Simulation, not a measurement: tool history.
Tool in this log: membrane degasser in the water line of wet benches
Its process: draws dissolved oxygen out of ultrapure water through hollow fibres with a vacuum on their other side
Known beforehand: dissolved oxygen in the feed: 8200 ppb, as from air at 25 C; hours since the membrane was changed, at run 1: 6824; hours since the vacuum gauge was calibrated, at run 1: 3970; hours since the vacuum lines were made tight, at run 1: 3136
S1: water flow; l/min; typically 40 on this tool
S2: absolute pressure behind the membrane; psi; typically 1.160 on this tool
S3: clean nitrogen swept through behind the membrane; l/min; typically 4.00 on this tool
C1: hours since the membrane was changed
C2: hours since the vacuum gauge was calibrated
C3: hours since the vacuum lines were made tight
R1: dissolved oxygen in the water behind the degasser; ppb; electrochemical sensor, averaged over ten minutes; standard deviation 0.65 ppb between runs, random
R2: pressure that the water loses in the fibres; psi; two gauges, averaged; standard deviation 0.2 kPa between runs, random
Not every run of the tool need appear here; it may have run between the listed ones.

| run | hour | S1 | S2 | S3 | C1 | C2 | C3 | R1 | R2 |
|---|---|---|---|---|---|---|---|---|---|
| 1 | 0.0 | 40 | 1.160 | 4.00 | 6824 | 3970 | 3136 | 126.8 | 6.846 |
| 2 | 118.8 | 40 | 1.160 | 4.00 | 6943 | 4089 | 3255 | 126.1 | 6.876 |
| 3 | 236.7 | 40 | 2.543 | 4.00 | 7061 | 4207 | 3373 | 338.9 | 6.830 |
| 4 | 356.2 | 40 | 1.160 | 4.00 | 7180 | 4326 | 3492 | 126.8 | 6.857 |
| 5 | 457.7 | 40 | 1.160 | 4.00 | 7282 | 4428 | 3594 | 127.5 | 6.865 |
| 6 | 537.2 | 40 | 1.160 | 4.00 | 7362 | 4507 | 3673 | 127.6 | 6.873 |
| 7 | 703.8 | 26 | 1.160 | 4.00 | 7528 | 4674 | 3840 | 80.3 | 4.525 |
| 8 | 777.8 | 40 | 1.160 | 9.33 | 7602 | 4748 | 3914 | 62.6 | 6.917 |
| 9 | 950.6 | 40 | 1.160 | 9.33 | 7775 | 4920 | 4087 | 62.8 | 6.866 |
| 10 | 1086.9 | 40 | 1.160 | 9.33 | 7911 | 5057 | 4223 | 62.7 | 6.949 |
|  | 1098.7 | vacuum gauge calibrated |
| 11 | 1261.2 | 40 | 1.160 | 4.00 | 8085 | 163 | 4397 | 131.7 | 6.971 |
| 12 | 1335.3 | 40 | 1.160 | 4.00 | 8159 | 237 | 4471 | 132.2 | 6.899 |
|  | 1407.8 | vacuum gauge calibrated, once more |
| 13 | 1422.0 | 40 | 1.160 | 4.00 | 8245 | 14 | 4557 | 122.0 | 6.885 |
| 14 | 1578.7 | 40 | 1.160 | 11.45 | 8402 | 171 | 4714 | 51.3 | 6.943 |
| 15 | 1704.4 | 40 | 1.160 | 4.00 | 8528 | 297 | 4840 | 122.7 | 6.975 |
| 16 | 1816.8 | 40 | 0.877 | 4.00 | 8640 | 409 | 4952 | 78.2 | 6.920 |
| 17 | 1887.3 | 40 | 1.472 | 1.99 | 8711 | 480 | 5022 | 313.6 | 6.950 |
| 18 | 2014.8 | 40 | 1.472 | 1.99 | 8838 | 607 | 5150 | 312.3 | 6.950 |
| 19 | 2187.9 | 40 | 2.071 | 6.56 | 9011 | 780 | 5323 | 173.4 | 6.940 |
| 20 | 2356.5 | 29 | 1.008 | 5.00 | 9180 | 949 | 5492 | 56.3 | 5.073 |
| 21 | 2495.7 | 40 | 1.160 | 3.61 | 9319 | 1088 | 5631 | 135.7 | 6.952 |
| 22 | 2656.7 | 40 | 1.160 | 3.61 | 9480 | 1249 | 5792 | 136.7 | 7.000 |
| 23 | 2737.9 | 30 | 0.780 | 11.05 | 9561 | 1330 | 5873 | 18.2 | 5.276 |
| 24 | 2859.8 | 30 | 0.780 | 11.05 | 9683 | 1452 | 5995 | 18.3 | 5.229 |
| 25 | 2991.8 | 30 | 0.780 | 11.05 | 9815 | 1584 | 6127 | 18.0 | 5.297 |
| 26 | 3078.6 | 40 | 1.160 | 2.79 | 9902 | 1671 | 6214 | 169.1 | 7.010 |
| 27 | 3206.8 | 47 | 0.750 | 3.75 | 10030 | 1799 | 6342 | 80.4 | 8.282 |
| 28 | 3356.2 | 47 | 0.750 | 3.75 | 10180 | 1948 | 6491 | 79.9 | 8.272 |
| 29 | 3466.4 | 28 | 2.213 | 3.30 | 10290 | 2059 | 6602 | 242.6 | 4.956 |
| 30 | 3541.4 | 28 | 2.213 | 3.95 | 10365 | 2134 | 6677 | 205.8 | 5.023 |
| 31 | 3706.3 | 40 | 1.627 | 3.54 | 10530 | 2299 | 6841 | 223.0 | 7.004 |
| 32 | 3833.8 | 38 | 0.698 | 3.30 | 10657 | 2426 | 6969 | 56.4 | 6.691 |

For each run, the measured value with the value that run would have given without the tool's hidden condition subtracted. The run-to-run variation is shared by both, the gauge scatter possibly not:
The hidden state here: membrane still open, %; true pressure behind the membrane over the reading, kPa; air that leaks in behind the membrane, l/min; drift of the gauge itself on oxygen_ppb, %; drift of the gauge itself on loss_of_pressure_kpa, %.
| run | R1 | R2 |
|---|---|---|
| 1 | +8.4 | +0.336 |
| 2 | +8.5 | +0.341 |
| 3 | +9.4 | +0.348 |
| 4 | +9.0 | +0.354 |
| 5 | +9.2 | +0.360 |
| 6 | +9.3 | +0.365 |
| 7 | +5.3 | +0.245 |
| 8 | +6.1 | +0.380 |
| 9 | +6.3 | +0.387 |
| 10 | +6.5 | +0.396 |
| 11 | +13.7 | +0.406 |
| 12 | +13.8 | +0.406 |
| 13 | +4.1 | +0.413 |
| 14 | +3.9 | +0.424 |
| 15 | +4.6 | +0.429 |
| 16 | +4.6 | +0.434 |
| 17 | +5.9 | +0.437 |
| 18 | +6.3 | +0.445 |
| 19 | +5.7 | +0.455 |
| 20 | +2.4 | +0.336 |
| 21 | +6.2 | +0.473 |
| 22 | +6.6 | +0.482 |
| 23 | +1.9 | +0.367 |
| 24 | +2.0 | +0.370 |
| 25 | +2.0 | +0.374 |
| 26 | +8.0 | +0.505 |
| 27 | +10.6 | +0.602 |
| 28 | +10.8 | +0.614 |
| 29 | +6.3 | +0.370 |
| 30 | +5.8 | +0.373 |
| 31 | +9.3 | +0.540 |
| 32 | +7.6 | +0.518 |

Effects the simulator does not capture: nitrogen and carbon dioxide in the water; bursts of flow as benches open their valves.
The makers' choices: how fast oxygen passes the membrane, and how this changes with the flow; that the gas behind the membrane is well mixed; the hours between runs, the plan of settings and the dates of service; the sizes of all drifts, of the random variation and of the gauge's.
